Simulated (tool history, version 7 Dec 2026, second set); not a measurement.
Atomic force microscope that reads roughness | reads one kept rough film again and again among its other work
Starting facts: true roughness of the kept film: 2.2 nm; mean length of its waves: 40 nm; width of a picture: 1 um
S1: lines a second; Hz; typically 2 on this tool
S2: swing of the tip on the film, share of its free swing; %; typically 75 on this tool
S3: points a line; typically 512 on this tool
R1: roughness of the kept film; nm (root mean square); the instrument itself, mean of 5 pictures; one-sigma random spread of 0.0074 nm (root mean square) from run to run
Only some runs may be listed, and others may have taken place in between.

run    hour    S1  S2   S3     R1
  1       0     2  75  512  1.961
  2    26.8     2  75  512  1.948
  3      63     2  75  275  1.993
  4    90.6     2  75  275  1.982
  5   119.7     2  75  275  1.947
  6   138.2  0.95  75  275  1.996
  7   167.2  0.95  75  275  2.048
  8   200.2     2  75  512  1.987
  9   227.1     2  75  512  1.971
 10   254.9     2  75  571  1.944
 11   288.7     2  75  571  2.018
 12   322.7     2  75  512  1.984
 13   347.6     2  75  512  1.961
 14   373.4     2  75  512   1.95
 15   404.1     2  75  512  2.011
 16   437.3     2  75  512  1.978
 17   463.7     2  89  512  1.871
 18   496.5     2  89  512  1.932
 19   529.6     2  89  512  1.894
 20   547.1     2  77  512  1.968
 21   564.3     2  77  512  1.961
 22   599.7  0.53  75  512   2.02
 23   631.7  1.71  75  512  2.023
 24   663.5  1.71  75  512  2.005
 25   684.4  1.71  75  512  1.981
 26   702.9     2  59  512  2.021
 27   737.4  3.51  84  640  1.862
 28   755.4  3.51  80  640  1.881
 29   792.1  3.51  80  640  1.865
 30   822.7  0.56  55  806  2.042
 31   853.9  0.56  55  806  2.135
 32   891.2  0.59  69  448  2.068
 33   909.6  0.59  85  448  2.031
 34   938.5  0.59  85  448  2.003
 35   963.9  2.11  60  448  2.065
 36   993.3  2.11  60  448  2.058
 37    1024  1.14  71  448  2.023
 38  1062.3  1.19  77  307  1.973
 39  1087.2  3.94  85  512  1.818
 40    1110     2  75  373  1.994
 41  1135.3  3.72  75  373  1.881
 42  1165.2  2.91  75  843  1.922
 43  1190.3  1.42  75  473  2.061
 44  1216.1  3.28  57  512  2.059
 45  1245.5  3.28  82  422  1.859
 46  1280.5  3.28  82  422  1.821
 47  1299.8  0.86  65  422  1.999
 48  1318.7  1.62  64  308  2.072
 49    1339  1.62  64  308  2.055
 50  1360.6     2  58  512  2.048
 51    1394  2.44  69  589  1.967
 52  1432.3  0.94  58  462  2.115

The log once held 15 entries between its listed runs, left out of this copy. Where does each go, and what is different about the tool's unlogged condition between the listed run before it and the listed run after it?
Run 2 -> run 3: new tip fitted (hour 31.4)
  radius of the tip, nm: 12.5 -> 7.1
  difference, measured minus the result without the unlogged condition, R1: -0.077 -> -0.023 nm (root mean square)
Run 6 -> run 7: new tip fitted (hour 146)
  radius of the tip, nm: 12.6 -> 6.9; height scale over the true one, %: -0.03 -> -0.04
  difference, measured minus the result without the unlogged condition, R1: -0.081 -> -0.021 nm (root mean square)
Run 10 -> run 11: new tip fitted (hour 261.8)
  radius of the tip, nm: 13.3 -> 6.9; height scale over the true one, %: -0.05 -> -0.06
  difference, measured minus the result without the unlogged condition, R1: -0.087 -> -0.022 nm (root mean square)
Run 14 -> run 15: new tip fitted (hour 376.7)
  radius of the tip, nm: 13.3 -> 7.4; height scale over the true one, %: -0.07 -> -0.08
  difference, measured minus the result without the unlogged condition, R1: -0.087 -> -0.027 nm (root mean square)
Run 17 -> run 18: new tip fitted (hour 492.7)
  radius of the tip, nm: 11.7 -> 5.4
  difference, measured minus the result without the unlogged condition, R1: -0.069 -> -0.006 nm (root mean square)
Run 22 -> run 23: new tip fitted (hour 608)
  radius of the tip, nm: 13.2 -> 6.9
  difference, measured minus the result without the unlogged condition, R1: -0.09 -> -0.023 nm (root mean square)
Run 26 -> run 27: new tip fitted (hour 724.6)
  radius of the tip, nm: 12.2 -> 6.2
  difference, measured minus the result without the unlogged condition, R1: -0.079 -> -0.015 nm (root mean square)
Run 27 -> run 28: height scale calibrated on a step standard (hour 740.7)
  radius of the tip, nm: 6.2 -> 7.4; height scale over the true one, %: -0.13 -> -0.2
  difference, measured minus the result without the unlogged condition, R1: -0.015 -> -0.028 nm (root mean square)
Run 30 -> run 31: new tip fitted (hour 841.7); height scale calibrated on a step standard, once more (hour 849.5)
  radius of the tip, nm: 12.5 -> 6; height scale over the true one, %: -0.21 -> -0.02
  difference, measured minus the result without the unlogged condition, R1: -0.085 -> -0.011 nm (root mean square)
Run 34 -> run 35: new tip fitted (hour 958)
  radius of the tip, nm: 12.6 -> 5.7
  difference, measured minus the result without the unlogged condition, R1: -0.08 -> -0.008 nm (root mean square)
Run 38 -> run 39: new tip fitted (hour 1074.2)
  radius of the tip, nm: 13.2 -> 6.6
  difference, measured minus the result without the unlogged condition, R1: -0.087 -> -0.017 nm (root mean square)
Run 42 -> run 43: new tip fitted (hour 1189.6)
  radius of the tip, nm: 12.2 -> 5.3; height scale over the true one, %: -0.07 -> -0.08
  difference, measured minus the result without the unlogged condition, R1: -0.075 -> -0.005 nm (root mean square)
Run 47 -> run 48: new tip fitted (hour 1304.5)
  radius of the tip, nm: 13.6 -> 6.1; height scale over the true one, %: -0.09 -> -0.1
  difference, measured minus the result without the unlogged condition, R1: -0.093 -> -0.013 nm (root mean square)
Run 51 -> run 52: new tip fitted (hour 1420.1)
  radius of the tip, nm: 11.7 -> 6
  difference, measured minus the result without the unlogged condition, R1: -0.072 -> -0.014 nm (root mean square)

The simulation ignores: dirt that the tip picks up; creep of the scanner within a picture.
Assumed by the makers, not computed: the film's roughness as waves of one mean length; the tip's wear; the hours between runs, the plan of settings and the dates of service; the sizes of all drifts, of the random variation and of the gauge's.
